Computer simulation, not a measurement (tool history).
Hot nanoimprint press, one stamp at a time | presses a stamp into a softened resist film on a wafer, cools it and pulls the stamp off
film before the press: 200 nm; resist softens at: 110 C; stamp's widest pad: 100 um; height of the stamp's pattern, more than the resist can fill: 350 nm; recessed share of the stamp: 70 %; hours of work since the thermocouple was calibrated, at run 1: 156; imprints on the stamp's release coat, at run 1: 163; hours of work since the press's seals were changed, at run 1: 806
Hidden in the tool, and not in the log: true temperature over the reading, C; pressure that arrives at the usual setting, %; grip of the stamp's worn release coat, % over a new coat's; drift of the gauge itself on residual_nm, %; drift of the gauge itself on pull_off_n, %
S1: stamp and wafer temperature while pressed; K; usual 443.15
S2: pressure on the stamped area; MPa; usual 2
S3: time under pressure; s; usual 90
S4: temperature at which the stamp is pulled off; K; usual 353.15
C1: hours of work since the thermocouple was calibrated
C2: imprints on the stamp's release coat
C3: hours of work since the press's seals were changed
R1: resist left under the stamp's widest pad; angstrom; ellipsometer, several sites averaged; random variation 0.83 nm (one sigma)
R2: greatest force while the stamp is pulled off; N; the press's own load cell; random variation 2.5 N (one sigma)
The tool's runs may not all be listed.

run   hour      S1    S2   S3      S4   C1   C2   C3    R1   R2
  1      0  443.15     2   90  353.15  156  163  806  1104  143
  2   34.9  443.15     2   90  353.15  171  247  821  1087  151
  3   77.8  443.15     2   90  353.15  190  349  840  1091  151
  4    117  443.15     2   90  341.15  207  442  857  1106  177
  5  144.9  443.15     2   90  341.15  220  509  870  1108  178
     167.3  -- stamp cleaned and given a new release coat
  6    193  443.15  1.94   89  349.15  238   61  888  1128  154
  7  255.4  443.15  1.94  163  349.15  265  210  916   899  154
  8    315  443.15  1.94  163  349.15  292  352  942   902  161
  9  366.6  448.15  2.35   52  339.15  314  475  964   964  180

Forecast run 10:
     375.2  -- plate thermocouple calibrated
     408.2  -- stamp cleaned and given a new release coat
 10  416.6  443.15  2.93  69  353.15  16  20  982   ?   ?

Run 10 gave R1 1034 angstrom, R2 148 N.
Without the tool's hidden state the same run would have given R1 1033 angstrom, R2 148 N.
